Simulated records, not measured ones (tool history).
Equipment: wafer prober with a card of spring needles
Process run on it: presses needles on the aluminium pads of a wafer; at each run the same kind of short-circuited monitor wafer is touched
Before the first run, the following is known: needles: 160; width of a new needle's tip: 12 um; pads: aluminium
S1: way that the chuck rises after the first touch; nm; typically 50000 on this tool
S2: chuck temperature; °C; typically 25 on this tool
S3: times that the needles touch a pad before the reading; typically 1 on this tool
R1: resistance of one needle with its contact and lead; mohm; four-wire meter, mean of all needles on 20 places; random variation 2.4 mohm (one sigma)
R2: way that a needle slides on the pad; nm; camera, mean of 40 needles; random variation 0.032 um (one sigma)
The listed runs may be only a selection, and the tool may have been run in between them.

run 1 day=0.000 | S1=50000 S2=25 S3=1 | R1=267 R2=11610
-- day=0.354 tips cleaned on abrasive film
-- day=0.933 tips cleaned on abrasive film
-- day=1.533 tips cleaned on abrasive film
run 2 day=1.588 | S1=50000 S2=25 S3=1 | R1=269 R2=11580
-- day=2.079 tips cleaned on abrasive film
-- day=2.571 tips cleaned on abrasive film
-- day=2.704 height of the first contact set anew
run 3 day=2.971 | S1=50000 S2=25 S3=1 | R1=264 R2=11710
-- day=3.179 tips cleaned on abrasive film
-- day=3.771 tips cleaned on abrasive film
-- day=4.317 tips cleaned on abrasive film
-- day=4.808 tips cleaned on abrasive film
run 4 day=4.867 | S1=50000 S2=25 S3=1 | R1=267 R2=11540
-- day=5.333 tips cleaned on abrasive film
-- day=5.862 tips cleaned on abrasive film
-- day=6.433 tips cleaned on abrasive film
run 5 day=6.896 | S1=50000 S2=25 S3=1 | R1=267 R2=11610
-- day=7.021 tips cleaned on abrasive film
-- day=7.592 tips cleaned on abrasive film
-- day=8.104 tips cleaned on abrasive film
run 6 day=8.104 | S1=50000 S2=25 S3=1 | R1=267 R2=11630
-- day=8.642 tips cleaned on abrasive film
-- day=9.196 tips cleaned on abrasive film
-- day=9.783 tips cleaned on abrasive film
run 7 day=10.012 | S1=50000 S2=25 S3=1 | R1=267 R2=11660
-- day=10.371 tips cleaned on abrasive film
-- day=10.929 tips cleaned on abrasive film
run 8 day=11.158 | S1=50000 S2=25 S3=1 | R1=262 R2=11730
-- day=11.529 tips cleaned on abrasive film
-- day=12.125 tips cleaned on abrasive film
-- day=12.688 tips cleaned on abrasive film
run 9 day=12.888 | S1=50000 S2=25 S3=1 | R1=269 R2=11690
-- day=13.233 tips cleaned on abrasive film
-- day=13.721 tips cleaned on abrasive film
-- day=14.312 tips cleaned on abrasive film
-- day=14.446 height of the first contact set anew
run 10 day=14.588 | S1=50000 S2=25 S3=1 | R1=265 R2=11680
-- day=14.933 tips cleaned on abrasive film
-- day=15.425 tips cleaned on abrasive film
-- day=15.992 tips cleaned on abrasive film
run 11 day=16.021 | S1=50000 S2=50 S3=1 | R1=278 R2=11710
-- day=16.579 tips cleaned on abrasive film
-- day=17.104 tips cleaned on abrasive film
run 12 day=17.542 | S1=50000 S2=50 S3=1 | R1=273 R2=11680
-- day=17.667 tips cleaned on abrasive film
-- day=18.212 tips cleaned on abrasive film
-- day=18.817 tips cleaned on abrasive film
run 13 day=18.875 | S1=50000 S2=25 S3=1 | R1=269 R2=11670
-- day=19.338 tips cleaned on abrasive film
-- day=19.829 tips cleaned on abrasive film
-- day=20.321 tips cleaned on abrasive film
run 14 day=20.742 | S1=50000 S2=25 S3=1 | R1=263 R2=11760
-- day=20.867 tips cleaned on abrasive film
-- day=21.462 tips cleaned on abrasive film
-- day=22.008 tips cleaned on abrasive film
run 15 day=22.171 | S1=49000 S2=80 S3=1 | R1=285 R2=11440
-- day=22.542 tips cleaned on abrasive film
-- day=23.088 tips cleaned on abrasive film
run 16 day=23.312 | S1=49000 S2=80 S3=1 | R1=286 R2=11450
-- day=23.633 tips cleaned on abrasive film
-- day=24.233 tips cleaned on abrasive film
-- day=24.812 tips cleaned on abrasive film
run 17 day=24.850 | S1=49000 S2=80 S3=1 | R1=280 R2=11530
-- day=25.329 tips cleaned on abrasive film
-- day=25.821 tips cleaned on abrasive film
-- day=26.200 height of the first contact set anew
-- day=26.325 tips cleaned on abrasive film
run 18 day=26.700 | S1=49000 S2=80 S3=1 | R1=283 R2=11460
-- day=26.917 tips cleaned on abrasive film
-- day=27.488 tips cleaned on abrasive film
run 19 day=27.571 | S1=42000 S2=80 S3=3 | R1=288 R2=9850
-- day=28.062 tips cleaned on abrasive film
-- day=28.675 tips cleaned on abrasive film
run 20 day=28.942 | S1=42000 S2=27 S3=3 | R1=267 R2=9910
-- day=29.271 tips cleaned on abrasive film
-- day=29.817 tips cleaned on abrasive film
-- day=30.396 tips cleaned on abrasive film
-- day=30.954 tips cleaned on abrasive film
run 21 day=30.954 | S1=39000 S2=116 S3=1 | R1=295 R2=9140
-- day=31.446 tips cleaned on abrasive film
-- day=31.988 tips cleaned on abrasive film
-- day=32.579 tips cleaned on abrasive film
-- day=33.079 card fitted with new needles
run 22 day=33.225 | S1=62000 S2=55 S3=1 | R1=272 R2=14530
-- day=33.592 tips cleaned on abrasive film
-- day=34.142 tips cleaned on abrasive film
-- day=34.692 tips cleaned on abrasive film
run 23 day=34.692 | S1=62000 S2=55 S3=1 | R1=271 R2=14520
-- day=35.283 tips cleaned on abrasive film
-- day=35.842 tips cleaned on abrasive film
run 24 day=36.292 | S1=62000 S2=55 S3=1 | R1=274 R2=14630
-- day=36.383 tips cleaned on abrasive film
-- day=36.946 tips cleaned on abrasive film
-- day=37.483 tips cleaned on abrasive film
run 25 day=37.483 | S1=62000 S2=98 S3=3 | R1=282 R2=14610
-- day=38.042 tips cleaned on abrasive film
-- day=38.608 tips cleaned on abrasive film
-- day=39.183 tips cleaned on abrasive film
run 26 day=39.454 | S1=62000 S2=98 S3=2 | R1=286 R2=14630

Run 27 comes next. What will it give?
-- day=39.692 tips cleaned on abrasive film
-- day=40.183 tips cleaned on abrasive film
-- day=40.675 tips cleaned on abrasive film
-- day=41.267 tips cleaned on abrasive film
run 27 day=41.446 | S1=62000 S2=98 S3=2 | R1=? R2=?

Run 27 came out at R1 286 mohm, R2 14590 nm.
The same run, on a tool lacking any hidden state, would have yielded R1 286 mohm, R2 14400 nm.
